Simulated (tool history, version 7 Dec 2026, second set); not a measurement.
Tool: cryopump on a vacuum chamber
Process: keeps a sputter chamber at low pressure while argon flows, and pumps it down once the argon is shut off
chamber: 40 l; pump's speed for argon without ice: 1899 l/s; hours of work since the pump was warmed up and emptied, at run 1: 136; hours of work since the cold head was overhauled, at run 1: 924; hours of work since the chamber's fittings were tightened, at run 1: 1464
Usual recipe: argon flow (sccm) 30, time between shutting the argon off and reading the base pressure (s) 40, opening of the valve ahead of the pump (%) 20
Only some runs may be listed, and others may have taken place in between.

run   hour  argon flow (sccm)  time between shutting the argon off and reading the base pressure (s)  opening of the valve ahead of the pump (%)  hours of work since the pump was warmed up and emptied  hours of work since the cold head was overhauled  hours of work since the chamber's fittings were tightened  pressure while argon flows (Pa)  pressure after the wait (uPa)
  1      0                 30                                                                     40                                          20                                                     136                                               924                                                       1464                           0.1367                              1
  2   43.6                 30                                                                     40                                          20                                                     167                                               954                                                       1494                           0.1385                           0.96
  3   69.9                 30                                                                     40                                          20                                                     185                                               973                                                       1513                           0.1387                           0.99
  4  101.6                 30                                                                     40                                          20                                                     207                                               995                                                       1535                           0.1385                           1.06
  5  142.3                 30                                                                     88                                          20                                                     236                                              1024                                                       1564                           0.1396                           0.82
  6  173.2                 30                                                                     88                                          20                                                     258                                              1045                                                       1585                           0.1397                           0.88
  7  209.4                 30                                                                     88                                          20                                                     283                                              1071                                                       1611                           0.1407                           0.85
  8  253.1                 30                                                                     88                                          20                                                     314                                              1101                                                       1641                           0.1411                           0.92
  9  291.2                 30                                                                     40                                          20                                                     341                                              1128                                                       1668                           0.1431                           1.21
 10  310.6                 30                                                                     40                                          20                                                     354                                              1142                                                       1682                           0.1413                            1.2
     350.9  -- pump warmed up, emptied and cooled again
 11  350.9                 30                                                                     40                                          20                                                       0                                              1167                                                       1707                           0.1335                           1.01
 12    398                 14                                                                     40                                          20                                                      33                                              1200                                                       1740                           0.0633                           1.04
 13  417.3                 13                                                                    102                                          32                                                      47                                              1213                                                       1753                           0.0375                           0.78
 14  454.4                 13                                                                     44                                          25                                                      73                                              1239                                                       1779                           0.0477                           1.06
 15  478.6                 15                                                                    114                                          25                                                      90                                              1256                                                       1796                           0.0548                           0.79
 16    513                 18                                                                     49                                          29                                                     114                                              1280                                                       1821                           0.0578                           1.02
 17  542.9                 18                                                                     49                                          29                                                     135                                              1302                                                       1842                           0.0575                           0.99
 18  578.5                 24                                                                     51                                          29                                                     160                                              1326                                                       1867                           0.0769                           1.02
 19  624.9                 24                                                                     51                                          29                                                     193                                              1359                                                       1899                           0.0786                           1.06

5 ways to go on from here, each from the tool as it stands after run 19. What would each give?
  A  661.5                 25                                                                     47                                          20                                                     218                                              1385                                                       1925                                ?                              ?
  B  661.5                 36                                                                    175                                          17                                                     218                                              1385                                                       1925                                ?                              ?
  C  661.5                 13                                                                     45                                          29                                                     218                                              1385                                                       1925                                ?                              ?
  D  661.5                 30                                                                     42                                          20                                                     218                                              1385                                                       1925                                ?                              ?
  E  661.5                 15                                                                    269                                          22                                                     218                                              1385                                                       1925                                ?                              ?

run  pressure while argon flows (Pa)  pressure after the wait (uPa)
  A                           0.1152                           1.09
  B                           0.1961                           0.82
  C                           0.0424                           1.13
  D                           0.1386                           1.14
  E                           0.0631                            0.8
Without the tool's hidden state the same runs would have given:
run  pressure while argon flows (Pa)  pressure after the wait (uPa)
  A                           0.1109                           0.51
  B                             0.19                           0.23
  C                           0.0402                           0.54
  D                           0.1336                           0.55
  E                           0.0606                           0.22

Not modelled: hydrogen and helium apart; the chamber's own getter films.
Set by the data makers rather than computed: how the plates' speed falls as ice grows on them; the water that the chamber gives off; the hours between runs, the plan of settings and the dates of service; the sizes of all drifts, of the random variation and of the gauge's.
